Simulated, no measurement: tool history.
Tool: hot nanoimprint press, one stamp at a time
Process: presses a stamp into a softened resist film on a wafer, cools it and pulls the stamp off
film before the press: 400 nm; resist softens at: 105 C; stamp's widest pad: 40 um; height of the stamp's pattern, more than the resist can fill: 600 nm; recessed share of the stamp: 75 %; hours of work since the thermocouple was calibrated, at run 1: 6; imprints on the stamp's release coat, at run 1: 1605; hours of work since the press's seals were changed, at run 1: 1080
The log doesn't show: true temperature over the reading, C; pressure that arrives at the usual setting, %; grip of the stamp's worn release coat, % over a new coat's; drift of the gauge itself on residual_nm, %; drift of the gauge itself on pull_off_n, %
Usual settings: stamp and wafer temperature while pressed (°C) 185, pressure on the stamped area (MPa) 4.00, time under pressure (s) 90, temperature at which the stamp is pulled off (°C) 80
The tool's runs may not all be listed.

| run | hour | stamp and wafer temperature while pressed (°C) | pressure on the stamped area (MPa) | time under pressure (s) | temperature at which the stamp is pulled off (°C) | hours of work since the thermocouple was calibrated | imprints on the stamp's release coat | hours of work since the press's seals were changed | resist left under the stamp's widest pad (nm) | greatest force while the stamp is pulled off (N) |
|---|---|---|---|---|---|---|---|---|---|---|
| 1 | 0.0 | 185 | 4.00 | 90 | 80 | 6 | 1605 | 1080 | 194.4 | 161 |
| 2 | 24.6 | 185 | 4.00 | 90 | 80 | 25 | 1751 | 1099 | 196.1 | 168 |
|  | 42.6 | stamp cleaned and given a new release coat |
| 3 | 66.2 | 185 | 4.00 | 90 | 80 | 52 | 139 | 1126 | 197.3 | 101 |
| 4 | 87.6 | 185 | 4.00 | 90 | 80 | 69 | 266 | 1142 | 196.4 | 109 |
| 5 | 118.7 | 185 | 4.00 | 90 | 80 | 92 | 449 | 1166 | 194.9 | 114 |
| 6 | 154.8 | 185 | 4.00 | 90 | 80 | 120 | 662 | 1194 | 197.8 | 125 |
| 7 | 188.3 | 185 | 4.00 | 90 | 80 | 146 | 861 | 1220 | 198.9 | 137 |
| 8 | 211.7 | 185 | 4.00 | 90 | 80 | 164 | 999 | 1237 | 200.2 | 139 |
| 9 | 231.2 | 185 | 4.00 | 90 | 80 | 179 | 1115 | 1252 | 199.4 | 145 |
| 10 | 260.4 | 185 | 4.00 | 90 | 80 | 201 | 1287 | 1275 | 200.3 | 148 |
| 11 | 281.3 | 185 | 3.75 | 128 | 69 | 217 | 1410 | 1291 | 184.8 | 168 |
| 12 | 305.9 | 197 | 3.75 | 128 | 76 | 236 | 1556 | 1309 | 130.6 | 165 |
| 13 | 335.9 | 182 | 4.19 | 74 | 76 | 259 | 1733 | 1332 | 229.5 | 174 |
|  | 355.5 | stamp cleaned and given a new release coat |
| 14 | 374.6 | 182 | 4.19 | 74 | 76 | 284 | 112 | 1357 | 229.2 | 102 |
|  | 393.7 | press's hydraulic seals changed and the load cell set to zero |
| 15 | 401.8 | 189 | 2.52 | 50 | 69 | 298 | 226 | 6 | 253.9 | 120 |
| 16 | 429.5 | 189 | 2.52 | 50 | 69 | 320 | 390 | 27 | 255.9 | 124 |

Forecast each of these 3 alternatives for the next run:
| A | 452.2 | 193 | 2.52 | 163 | 79 | 337 | 524 | 45 | ? | ? |
| B | 452.2 | 189 | 2.40 | 50 | 69 | 337 | 524 | 45 | ? | ? |
| C | 452.2 | 185 | 4.00 | 134 | 80 | 337 | 524 | 45 | ? | ? |

| run | resist left under the stamp's widest pad (nm) | greatest force while the stamp is pulled off (N) |
|---|---|---|
| A | 159.6 | 117 |
| B | 260.0 | 134 |
| C | 165.4 | 123 |
Without the tool's hidden state the same runs would have given:
| run | resist left under the stamp's widest pad (nm) | greatest force while the stamp is pulled off (N) |
|---|---|---|
| A | 154.7 | 97 |
| B | 253.8 | 111 |
| C | 159.6 | 102 |
